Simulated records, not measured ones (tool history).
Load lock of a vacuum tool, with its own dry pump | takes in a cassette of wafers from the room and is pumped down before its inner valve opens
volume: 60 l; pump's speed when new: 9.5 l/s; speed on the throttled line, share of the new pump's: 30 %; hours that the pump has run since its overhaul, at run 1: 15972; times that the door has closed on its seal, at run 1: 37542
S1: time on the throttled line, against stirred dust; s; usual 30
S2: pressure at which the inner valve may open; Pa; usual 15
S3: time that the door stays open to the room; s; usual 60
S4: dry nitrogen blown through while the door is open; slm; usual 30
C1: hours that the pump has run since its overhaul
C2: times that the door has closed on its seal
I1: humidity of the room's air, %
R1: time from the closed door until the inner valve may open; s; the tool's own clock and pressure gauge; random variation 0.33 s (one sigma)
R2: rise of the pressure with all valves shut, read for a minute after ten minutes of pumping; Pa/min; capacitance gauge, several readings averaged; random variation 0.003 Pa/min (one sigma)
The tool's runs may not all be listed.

| run | hour | S1 | S2 | S3 | S4 | C1 | C2 | I1 | R1 | R2 |
|---|---|---|---|---|---|---|---|---|---|---|
| 1 | 0 | 30 | 15 | 60 | 30 | 15972 | 37542 | 44.7 | 77.5 | 0.023 |
| 2 | 246.4 | 30 | 15 | 91 | 30 | 16218 | 38144 | 46.1 | 76.6 | 0.028 |
| 3 | 657.4 | 30 | 15 | 60 | 30 | 16629 | 39147 | 45 | 76.9 | 0.02 |
|  | 791.4 | dry pump taken out, an overhauled one fitted |
| 4 | 1056.9 | 30 | 15 | 60 | 30 | 265 | 40107 | 40.8 | 76.8 | 0.02 |
| 5 | 1309.8 | 30 | 13 | 60 | 30 | 518 | 40724 | 44.6 | 77.5 | 0.019 |
| 6 | 1606.2 | 30 | 13 | 60 | 30 | 815 | 41448 | 45.3 | 77.6 | 0.022 |
| 7 | 1997.9 | 30 | 13 | 61 | 30 | 1207 | 42404 | 46.3 | 77.9 | 0.022 |
|  | 2198.3 | door's seal changed, seat wiped |
| 8 | 2385.2 | 30 | 15 | 60 | 30 | 1592 | 456 | 48.6 | 77.1 | 0.021 |
| 9 | 2728.1 | 25 | 15 | 60 | 30 | 1935 | 1293 | 45.6 | 73.3 | 0.018 |
| 10 | 2996.1 | 25 | 15 | 60 | 30 | 2203 | 1947 | 46.3 | 73.6 | 0.021 |
| 11 | 3389.4 | 30 | 15 | 60 | 30 | 2597 | 2907 | 42.7 | 77.1 | 0.024 |
| 12 | 3627.3 | 30 | 15 | 74 | 30 | 2834 | 3487 | 45.2 | 76.8 | 0.018 |
| 13 | 3878.7 | 30 | 13 | 60 | 30 | 3086 | 4101 | 47 | 78.1 | 0.015 |
| 14 | 4186.5 | 30 | 13 | 60 | 30 | 3394 | 4852 | 41.4 | 77.8 | 0.021 |
| 15 | 4382.2 | 30 | 13 | 60 | 30 | 3589 | 5330 | 46.4 | 77.7 | 0.021 |
| 16 | 4700.9 | 30 | 13 | 96 | 17 | 3908 | 6108 | 46.9 | 77.3 | 0.042 |
| 17 | 4993 | 30 | 13 | 96 | 17 | 4200 | 6821 | 47.1 | 78.3 | 0.046 |
| 18 | 5355.4 | 30 | 13 | 96 | 17 | 4562 | 7705 | 42.9 | 77.2 | 0.032 |
| 19 | 5696 | 30 | 13 | 96 | 17 | 4903 | 8536 | 45.4 | 77.7 | 0.033 |
| 20 | 5935.3 | 30 | 13 | 96 | 17 | 5142 | 9120 | 44.3 | 77.7 | 0.031 |
| 21 | 6363.2 | 30 | 13 | 96 | 17 | 5570 | 10164 | 45.4 | 77.7 | 0.04 |
| 22 | 6771.8 | 27 | 21 | 222 | 8 | 5979 | 11162 | 42.8 | 72.6 | 0.088 |
| 23 | 7167.9 | 32 | 15 | 60 | 6 | 6375 | 12129 | 44.7 | 78.4 | 0.044 |
| 24 | 7480.9 | 30 | 26 | 60 | 4 | 6688 | 12892 | 47 | 73.1 | 0.047 |
| 25 | 7908.7 | 30 | 26 | 60 | 4 | 7116 | 13936 | 46 | 73.5 | 0.046 |
| 26 | 8103.1 | 50 | 16 | 60 | 18 | 7310 | 14411 | 42.2 | 90.7 | 0.025 |
| 27 | 8332.8 | 50 | 16 | 60 | 18 | 7540 | 14971 | 44.8 | 90.8 | 0.026 |
| 28 | 8635.5 | 49 | 11 | 61 | 15 | 7843 | 15710 | 43.5 | 92.1 | 0.027 |

How the hidden state differs across the entries between the runs, from the last listed run before each to the first after it:
Between runs 3 and 4: dry pump taken out, an overhauled one fitted (hour 791.4)
  no hidden state differs between the two runs
Between runs 7 and 8: door's seal changed, seat wiped (hour 2198.3)
  leak at the door's seal, Pa l/s: 0.0033 -> 0.002

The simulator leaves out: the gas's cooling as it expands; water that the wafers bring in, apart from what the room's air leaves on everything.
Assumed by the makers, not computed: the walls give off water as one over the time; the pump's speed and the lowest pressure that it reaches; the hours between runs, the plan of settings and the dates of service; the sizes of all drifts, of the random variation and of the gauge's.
